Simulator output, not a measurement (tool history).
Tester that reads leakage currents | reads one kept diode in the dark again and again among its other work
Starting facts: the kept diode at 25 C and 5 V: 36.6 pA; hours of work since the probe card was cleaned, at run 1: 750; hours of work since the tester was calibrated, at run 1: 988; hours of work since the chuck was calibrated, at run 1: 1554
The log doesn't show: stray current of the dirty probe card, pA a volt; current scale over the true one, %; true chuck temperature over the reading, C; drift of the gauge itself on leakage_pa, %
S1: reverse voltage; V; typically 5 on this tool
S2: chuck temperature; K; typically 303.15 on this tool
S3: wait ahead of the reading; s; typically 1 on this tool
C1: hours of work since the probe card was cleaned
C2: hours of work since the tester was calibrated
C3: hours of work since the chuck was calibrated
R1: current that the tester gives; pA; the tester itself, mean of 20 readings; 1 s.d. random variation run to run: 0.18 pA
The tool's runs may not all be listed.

run	day	S1	S2	S3	C1	C2	C3	R1
1	0	5	303.15	1	750	988	1554	58.02
2	1.729	5	303.15	1	776	1014	1580	57.63
3	3.379	10.86	303.15	1	800	1038	1605	90.16
4	4.717	5	331.15	1	820	1058	1624	530.46
5	6.075	5	304.15	1	840	1078	1644	62.81
6	8.192	5	303.15	5.61	872	1109	1676	56.38
7	10.733	5	303.15	1	909	1147	1713	57.92
8	12.5	5	303.15	9.62	935	1173	1740	56.38
9	14.467	5	303.15	9.62	964	1202	1769	56.36
10	16.038	5	303.15	7.11	988	1225	1792	56.45
11	18.846	5	305.15	7.11	1029	1267	1833	66.87
12	21.608	5	303.15	1	1070	1308	1874	58.01
13	22.983	5	303.15	1	1091	1328	1895	57.68
14	25.217	5	303.15	1	1124	1361	1928	57.84
15	27.588	5	303.15	1	1159	1396	1963	58.22
16	29.45	15.28	303.15	1	1186	1424	1990	112.14
17	31.192	5	303.15	6.05	1212	1450	2016	56.79
18	32.979	5	303.15	1	1239	1476	2043	57.79
19	34.396	5.61	303.15	1	1260	1497	2064	61.86
20	36.604	5	303.15	1	1292	1530	2096	58.1
21	38.712	5	303.15	1	1323	1561	2128	58.17
22	41.45	17.87	303.15	1	1364	1602	2168	123.79
23	43.183	17.87	303.15	1	1390	1627	2194	123.57
24	44.471	2.01	297.15	2.69	1409	1646	2213	20.66
25	45.679	2.01	297.15	2.69	1427	1664	2231	20.62
26	47.621	2.01	297.15	2.69	1455	1693	2259	20.63
27	49.233	5	319.15	3.66	1479	1717	2283	208.32
28	51.438	5	319.15	3.66	1512	1749	2316	207.68
29	52.8	4.8	319.15	3.78	1532	1770	2336	202.75
30	55.292	4.8	319.15	3.78	1569	1806	2373	201.9
# day 57.396: chuck's temperature calibrated
31	58.1	7.48	316.15	3.78	1609	1847	10	220.25
32	59.858	1.46	331.15	1.1	1635	1873	36	289.72
33	61.45	5.19	311.15	1	1659	1896	60	122.69
34	63.158	5.19	311.15	1	1684	1922	85	122.56
35	65.729	5.19	311.15	1	1722	1960	123	122.88
36	68.133	5	308.15	5.97	1758	1995	159	93.11
37	69.521	5	305.15	0.71	1778	2016	180	75.4
38	70.883	2.56	303.15	1	1798	2036	200	42.98
39	73.488	15.96	303.15	0.48	1837	2075	238	134.06
40	75.862	15.96	303.15	0.48	1872	2110	273	133.46

Forecast each of these 4 alternatives for the next run:
A	77.758	8.26	295.15	9.45	1900	2138	301	?
B	77.758	5	303.15	9.29	1900	2138	301	?
C	77.758	1.97	294.15	0.6	1900	2138	301	?
D	77.758	15.39	297.15	7.51	1900	2138	301	?

run	R1
A	45.68
B	62.33
C	18.57
D	77.78
What these runs would have given with no unlogged condition in the tool:
run	R1
A	36.81
B	57.87
C	16.66
D	61.25

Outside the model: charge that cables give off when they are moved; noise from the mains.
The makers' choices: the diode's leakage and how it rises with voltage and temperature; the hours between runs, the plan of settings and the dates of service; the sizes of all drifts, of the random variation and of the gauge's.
